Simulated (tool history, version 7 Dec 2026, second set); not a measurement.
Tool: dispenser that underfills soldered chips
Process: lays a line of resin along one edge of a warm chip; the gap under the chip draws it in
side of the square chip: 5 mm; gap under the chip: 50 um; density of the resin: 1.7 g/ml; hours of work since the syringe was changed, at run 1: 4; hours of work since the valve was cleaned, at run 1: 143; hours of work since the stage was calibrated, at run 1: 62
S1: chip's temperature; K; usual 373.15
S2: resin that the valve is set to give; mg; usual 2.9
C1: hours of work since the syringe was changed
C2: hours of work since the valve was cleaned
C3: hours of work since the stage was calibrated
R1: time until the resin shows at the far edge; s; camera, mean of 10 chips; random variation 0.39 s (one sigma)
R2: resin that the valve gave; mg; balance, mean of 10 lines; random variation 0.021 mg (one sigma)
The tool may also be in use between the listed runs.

run	hour	S1	S2	C1	C2	C3	R1	R2
1	0	373.15	2.9	4	143	62	32.2	2.55
# hour 3: dispensing valve cleaned and set on the balance
2	5.1	365.15	2.9	7	2	65	46	2.94
# hour 8.1: new syringe of resin
3	8.4	365.15	2.9	0	4	67	33.3	2.9
4	11.3	360.15	2.9	2	6	69	44	2.87
5	14.5	373.15	2.77	5	8	71	32.4	2.73
6	18.9	373.15	3.6	8	11	74	35	3.55
# hour 20.2: new syringe of resin
7	21.1	370.15	3.6	1	12	76	28.5	3.57
8	25	373.15	2.9	3	15	78	30.4	2.89
9	27.4	373.15	2.9	5	17	80	33.5	2.84
10	31.5	373.15	2.9	8	20	83	38.3	2.83
# hour 32.7: new syringe of resin
11	34.7	383.15	2.9	1	22	85	19.8	2.84
12	37.3	383.15	2.9	3	23	87	22.2	2.88
13	39.2	383.15	2.9	5	25	88	23.9	2.87
14	43.2	383.15	2.9	7	28	91	26.8	2.85
# hour 44.9: new syringe of resin
15	45.7	383.15	2.9	1	29	92	19.6	2.85
16	48.3	383.15	2.9	2	31	94	20.8	2.83
17	52.7	383.15	2.9	6	34	97	24.7	2.82
18	54.8	383.15	2.9	7	35	99	27.2	2.79
# hour 57.2: new syringe of resin
19	59.4	383.15	2.9	2	38	102	19.7	2.81
20	62.3	362.15	2.64	4	40	104	45.6	2.59
21	66.5	359.15	3.75	6	43	107	54.2	3.62
# hour 69.3: new syringe of resin
22	71	359.15	3.75	1	46	110	41.8	3.62
23	73.3	359.15	2.67	3	48	111	49.5	2.57
24	76.3	376.15	2.9	5	50	113	30	2.81
25	79.3	371.15	3.21	7	52	115	38.2	3.07
# hour 81.6: new syringe of resin
26	82.7	373.15	2.58	1	54	118	28.5	2.45
27	85.5	373.15	2.58	3	56	120	31.5	2.43
28	88.5	373.15	2.58	5	58	122	35.8	2.46
29	92.1	376.15	3.53	7	61	124	32.1	3.33
# hour 93.7: new syringe of resin
30	96.6	376.15	3.53	2	64	127	25.3	3.35
31	99.5	367.15	3.58	4	66	129	36.8	3.38
32	102.1	369.15	3.29	6	68	131	38.6	3.11
# hour 106.1: new syringe of resin
33	106.8	370.15	3.46	0	71	134	28.5	3.27
34	110.5	370.15	3.46	3	73	137	32.4	3.22
35	115.2	370.15	3.46	6	77	140	38.4	3.26
36	117.7	380.15	3.08	8	78	142	30.3	2.88

Run 37 comes next. What will it give?
# hour 118.5: new syringe of resin
37	121.6	383.15	3.01	2	81	144	?	?

Run 37 gave R1 21.1 s, R2 2.81 mg.
Without the tool's hidden state the same run would have given R1 18 s, R2 3.01 mg.

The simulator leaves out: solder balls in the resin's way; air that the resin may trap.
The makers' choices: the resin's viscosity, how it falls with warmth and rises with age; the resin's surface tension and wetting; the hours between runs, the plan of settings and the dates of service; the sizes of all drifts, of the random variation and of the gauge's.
